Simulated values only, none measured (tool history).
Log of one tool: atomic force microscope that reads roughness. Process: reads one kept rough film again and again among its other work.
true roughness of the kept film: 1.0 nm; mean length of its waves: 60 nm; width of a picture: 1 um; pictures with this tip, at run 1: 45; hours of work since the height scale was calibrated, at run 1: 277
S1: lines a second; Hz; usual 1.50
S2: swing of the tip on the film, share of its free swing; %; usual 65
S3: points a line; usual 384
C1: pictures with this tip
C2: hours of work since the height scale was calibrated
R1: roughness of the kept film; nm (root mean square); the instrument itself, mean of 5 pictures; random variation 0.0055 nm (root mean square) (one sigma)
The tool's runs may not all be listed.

run   hour    S1  S2    S3   C1   C2     R1
  1    0.0  1.50  65   384   45  277  0.921
  2   38.2  1.50  65   384   91  294  0.937
  3   64.0  1.50  65   384  122  305  0.924
  4  104.5  1.50  65   384  171  322  0.929
     122.0  -- new tip fitted
  5  133.4  1.50  65   384   14  335  0.929
  6  167.7  1.50  65   384   55  350  0.934
  7  188.8  1.50  65   384   80  359  0.935
  8  208.3  1.50  65   384  104  367  0.926
  9  234.3  1.50  65   384  135  379  0.920
 10  252.7  1.50  65   384  157  387  0.906
 11  278.4  1.50  65   384  188  398  0.922
     282.1  -- new tip fitted
 12  314.1  1.50  65   384   39  413  0.928
     317.9  -- height scale calibrated on a step standard
 13  334.4  1.50  65   384   62    7  0.924
 14  370.5  1.50  65   384  105   23  0.916
 15  412.1  1.50  65   384  155   41  0.921
 16  432.7  1.50  65   440  180   50  0.908
     443.2  -- new tip fitted
 17  453.9  1.50  65   440   13   59  0.921
 18  489.7  0.78  67   783   56   75  0.953
 19  529.5  0.80  65   384  104   92  0.935
     535.7  -- height scale calibrated on a step standard, once more
 20  558.7  0.80  65   384  138   10  0.951
 21  591.7  0.80  65   384  177   24  0.959
     602.7  -- new tip fitted
 22  630.1  0.93  87   376   33   41  0.893
 23  655.3  1.50  65   444   63   52  0.936
 24  677.3  1.50  65   444   90   61  0.934
 25  711.6  1.50  63  1013  131   76  0.933
 26  728.7  1.50  63  1013  152   84  0.926
 27  753.5  1.50  63  1013  181   95  0.931
     760.2  -- new tip fitted
 28  774.8  0.88  86   432   17  104  0.901
 29  796.7  0.72  73   686   44  113  0.939
 30  814.2  2.55  73   686   65  121  0.862
 31  839.0  1.09  75   563   95  132  0.916
 32  864.1  3.46  88   563  125  143  0.701
 33  883.2  3.46  88   563  148  151  0.684

Some steps in R1 between neighbouring runs. How much of each would the tool show without its hidden state too (settings, what came in, random variation), and how much is left for the hidden state, with any gauge scatter that isn't in both results?
The hidden state here: radius of the tip, nm; height scale over the true one, %; drift of the gauge itself on roughness_nm, %.
Run 11 -> 12: new tip fitted. R1 +0.006 nm (root mean square): hidden state +0.012, all else -0.006.
Run 16 -> 17: new tip fitted. R1 +0.013 nm (root mean square): hidden state +0.011, all else +0.002.
Run 21 -> 22: S1 0.80 -> 0.93, S2 65 -> 87, S3 384 -> 376, new tip fitted. R1 -0.066 nm (root mean square): hidden state +0.011, all else -0.077.
Run 27 -> 28: S1 1.50 -> 0.88, S2 63 -> 86, S3 1013 -> 432, new tip fitted. R1 -0.030 nm (root mean square): hidden state +0.014, all else -0.044.
Run 29 -> 30: S1 0.72 -> 2.55. R1 -0.077 nm (root mean square): hidden state -0.002, all else -0.075.
Run 31 -> 32: S1 1.09 -> 3.46, S2 75 -> 88. R1 -0.215 nm (root mean square): hidden state +0.000, all else -0.215.

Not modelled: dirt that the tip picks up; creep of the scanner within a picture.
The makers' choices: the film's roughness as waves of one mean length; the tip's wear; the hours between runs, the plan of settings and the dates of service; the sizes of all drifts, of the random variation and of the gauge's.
